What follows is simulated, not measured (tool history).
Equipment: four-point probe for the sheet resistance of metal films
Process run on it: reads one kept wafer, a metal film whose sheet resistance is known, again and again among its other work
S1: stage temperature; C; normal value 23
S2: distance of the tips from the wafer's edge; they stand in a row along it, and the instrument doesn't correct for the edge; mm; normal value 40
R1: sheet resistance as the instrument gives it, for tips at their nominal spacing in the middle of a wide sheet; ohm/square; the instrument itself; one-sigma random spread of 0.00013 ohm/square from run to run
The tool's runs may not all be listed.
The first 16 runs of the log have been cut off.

| run | hour | S1 | S2 | R1 |
|---|---|---|---|---|
| 17 | 585.9 | 23 | 40 | 0.656129 |
| 18 | 636.5 | 24 | 40 | 0.655904 |
| 19 | 675.8 | 23 | 40 | 0.656271 |
| 20 | 708.6 | 23 | 40 | 0.656261 |
| 21 | 731.2 | 23 | 40 | 0.656143 |
| 22 | 753.4 | 23 | 40 | 0.65631 |
| 23 | 788.6 | 23 | 40 | 0.656119 |
| 24 | 839.5 | 29 | 40 | 0.655351 |
| 25 | 893.8 | 29 | 5 | 0.658994 |
| 26 | 941.5 | 27 | 30 | 0.655726 |
| 27 | 990.5 | 27 | 53 | 0.655758 |
| 28 | 1040.3 | 27 | 53 | 0.655544 |
| 29 | 1065.6 | 27 | 53 | 0.655654 |
| 30 | 1111.1 | 23 | 30 | 0.656338 |
| 31 | 1147.4 | 33 | 50 | 0.654892 |
| 32 | 1183.8 | 33 | 50 | 0.654792 |
| 33 | 1218.3 | 19 | 50 | 0.656549 |
| 34 | 1262.6 | 19 | 50 | 0.656521 |
| 35 | 1288.6 | 19 | 50 | 0.656913 |
| 36 | 1318.8 | 27 | 40 | 0.655696 |
| 37 | 1344.5 | 34 | 75 | 0.654768 |
| 38 | 1386.4 | 23 | 36 | 0.656379 |

What does the tool deliver on the next run?
| 39 | 1439.1 | 19 | 11 | ? |

R1: 0.657434 ohm/square
With the hidden condition absent and the run-to-run variation left alone, this run would have shown R1 0.657367 ohm/square.
